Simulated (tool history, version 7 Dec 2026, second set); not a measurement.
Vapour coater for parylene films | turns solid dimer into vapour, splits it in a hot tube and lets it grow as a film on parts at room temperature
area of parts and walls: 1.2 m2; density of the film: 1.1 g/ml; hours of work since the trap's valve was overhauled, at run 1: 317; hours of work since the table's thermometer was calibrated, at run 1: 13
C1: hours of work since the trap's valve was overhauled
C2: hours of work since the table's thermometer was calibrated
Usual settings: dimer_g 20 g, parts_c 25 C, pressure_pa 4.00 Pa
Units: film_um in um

{"run": 1, "day": 0.0, "dimer_g": 20, "parts_c": 25, "pressure_pa": 4.0, "C1": 317, "C2": 13, "film_um": 12.04}
{"run": 2, "day": 0.425, "dimer_g": 20, "parts_c": 25, "pressure_pa": 4.0, "C1": 322, "C2": 18, "film_um": 11.99}
{"run": 3, "day": 1.046, "dimer_g": 20, "parts_c": 26, "pressure_pa": 4.0, "C1": 328, "C2": 24, "film_um": 11.46}
{"run": 4, "day": 1.583, "dimer_g": 20, "parts_c": 26, "pressure_pa": 4.0, "C1": 333, "C2": 29, "film_um": 11.48}
{"run": 5, "day": 2.025, "dimer_g": 20, "parts_c": 26, "pressure_pa": 4.0, "C1": 338, "C2": 34, "film_um": 11.41}
{"run": 6, "day": 2.462, "dimer_g": 13, "parts_c": 36, "pressure_pa": 4.0, "C1": 342, "C2": 38, "film_um": 4.8}
{"run": 7, "day": 3.296, "dimer_g": 13, "parts_c": 36, "pressure_pa": 4.0, "C1": 351, "C2": 47, "film_um": 4.81}
{"run": 8, "day": 4.075, "dimer_g": 13, "parts_c": 36, "pressure_pa": 4.0, "C1": 359, "C2": 55, "film_um": 4.8}
{"run": 9, "day": 4.458, "dimer_g": 13, "parts_c": 25, "pressure_pa": 4.0, "C1": 363, "C2": 58, "film_um": 7.79}
{"run": 10, "day": 5.242, "dimer_g": 20, "parts_c": 34, "pressure_pa": 9.14, "C1": 371, "C2": 66, "film_um": 6.79}

Difference, measured minus no-hidden-state, one row per run. Run-to-run variation is common to both terms; the gauge's own scatter need not be:
The hidden state here: vapour lost through the trap's worn valve, %; true temperature of the parts over the reading, C; drift of the gauge itself on film_um, %.
run=1 film_um=-0.28
run=2 film_um=-0.28
run=3 film_um=-0.27
run=4 film_um=-0.27
run=5 film_um=-0.28
run=6 film_um=-0.11
run=7 film_um=-0.12
run=8 film_um=-0.12
run=9 film_um=-0.19
run=10 film_um=-0.17
